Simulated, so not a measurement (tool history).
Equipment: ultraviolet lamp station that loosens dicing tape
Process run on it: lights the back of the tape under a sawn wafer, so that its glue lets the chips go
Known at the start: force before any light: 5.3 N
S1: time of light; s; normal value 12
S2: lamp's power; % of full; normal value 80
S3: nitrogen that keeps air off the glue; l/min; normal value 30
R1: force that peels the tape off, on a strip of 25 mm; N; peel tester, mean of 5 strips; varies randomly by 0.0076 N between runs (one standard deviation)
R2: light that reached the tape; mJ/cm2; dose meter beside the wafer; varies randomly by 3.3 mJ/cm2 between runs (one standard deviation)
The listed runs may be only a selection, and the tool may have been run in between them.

| run | day | S1 | S2 | S3 | R1 | R2 |
|---|---|---|---|---|---|---|
| 1 | 0 | 12 | 80 | 30 | 0.367 | 430 |
| 2 | 2.15 | 10 | 80 | 30 | 0.462 | 361 |
| 3 | 3.558 | 10 | 80 | 30 | 0.494 | 348 |
| 4 | 5.167 | 10 | 80 | 30 | 0.502 | 349 |
| 5 | 7.562 | 10 | 80 | 30 | 0.497 | 336 |
| 6 | 10.25 | 10 | 80 | 30 | 0.518 | 331 |
| 7 | 11.925 | 10 | 80 | 30 | 0.526 | 324 |
| 8 | 13.054 | 12 | 80 | 30 | 0.415 | 386 |
| 9 | 15.675 | 12 | 80 | 30 | 0.416 | 368 |
|  | 16.792 | window cleaned of glue's vapour |
| 10 | 17.512 | 12 | 80 | 30 | 0.535 | 323 |
| 11 | 18.658 | 12 | 80 | 30 | 0.524 | 320 |
| 12 | 21.35 | 12 | 80 | 30 | 0.579 | 310 |
|  | 22.658 | window cleaned of glue's vapour, once more |
| 13 | 22.829 | 12 | 80 | 30 | 0.366 | 433 |
| 14 | 24.146 | 12 | 80 | 30 | 0.373 | 422 |
| 15 | 25.7 | 12 | 80 | 30 | 0.362 | 414 |
| 16 | 27.9 | 12 | 90 | 30 | 0.339 | 460 |
| 17 | 30.275 | 12 | 80 | 37 | 0.366 | 395 |
| 18 | 32.708 | 12 | 80 | 30 | 0.392 | 396 |
| 19 | 34.054 | 12 | 80 | 15 | 0.648 | 385 |
| 20 | 35.2 | 12 | 80 | 15 | 0.649 | 389 |
| 21 | 37.496 | 12 | 80 | 15 | 0.694 | 373 |
| 22 | 39.733 | 12 | 80 | 15 | 0.708 | 365 |
| 23 | 41.671 | 12 | 80 | 15 | 0.74 | 365 |
| 24 | 42.988 | 12 | 92 | 27 | 0.402 | 409 |
| 25 | 44.192 | 23 | 92 | 17 | 0.262 | 781 |
| 26 | 46.246 | 23 | 92 | 17 | 0.259 | 758 |
| 27 | 48.854 | 23 | 92 | 17 | 0.252 | 738 |
| 28 | 50.371 | 21 | 92 | 31 | 0.249 | 656 |
| 29 | 51.617 | 15 | 75 | 10 | 0.867 | 386 |
| 30 | 54.092 | 15 | 75 | 40 | 0.388 | 375 |
| 31 | 55.833 | 15 | 75 | 40 | 0.375 | 367 |
|  | 57.446 | window cleaned of glue's vapour |
| 32 | 57.708 | 6 | 78 | 10 | 2.191 | 177 |
| 33 | 60.129 | 6 | 78 | 22 | 1.616 | 176 |
| 34 | 61.617 | 12 | 71 | 30 | 0.556 | 309 |
| 35 | 64.033 | 7 | 80 | 16 | 1.578 | 200 |
| 36 | 65.854 | 12 | 73 | 57 | 0.415 | 307 |
| 37 | 67.046 | 12 | 73 | 57 | 0.41 | 302 |
| 38 | 69.154 | 12 | 73 | 36 | 0.579 | 293 |
| 39 | 70.758 | 11 | 88 | 21 | 0.698 | 315 |
|  | 71.471 | lamp changed |
| 40 | 71.921 | 11 | 88 | 21 | 0.354 | 495 |
| 41 | 74.175 | 9 | 87 | 30 | 0.39 | 393 |
| 42 | 76.088 | 7 | 92 | 40 | 0.471 | 319 |
| 43 | 78.521 | 21 | 95 | 40 | 0.23 | 969 |

For some of the steps in R1 from one run to the next: how much would appear even if the tool had no hidden state, given the settings, what came in and random variation, and how much remains for the hidden state plus any gauge scatter that the measured result and the result without hidden state don't share?
The tool's hidden condition here consists of: lamp's light, % of a new lamp's; light that the window lets through, % of a clean one's; drift of the gauge itself on peel_n, %; drift of the gauge itself on dose_mj_cm2, %.
Run 28 -> 29: S1 21 -> 15, S2 92 -> 75, S3 31 -> 10. R1 +0.618 N: hidden state +0.444, all else +0.174.
Run 31 -> 32: S1 15 -> 6, S2 75 -> 78, S3 40 -> 10, window cleaned of glue's vapour. R1 +1.816 N: hidden state +0.558, all else +1.258.
Run 33 -> 34: S1 6 -> 12, S2 78 -> 71, S3 22 -> 30. R1 -1.06 N: hidden state -0.405, all else -0.655.
Run 35 -> 36: S1 7 -> 12, S2 80 -> 73, S3 16 -> 57. R1 -1.163 N: hidden state -0.535, all else -0.628.
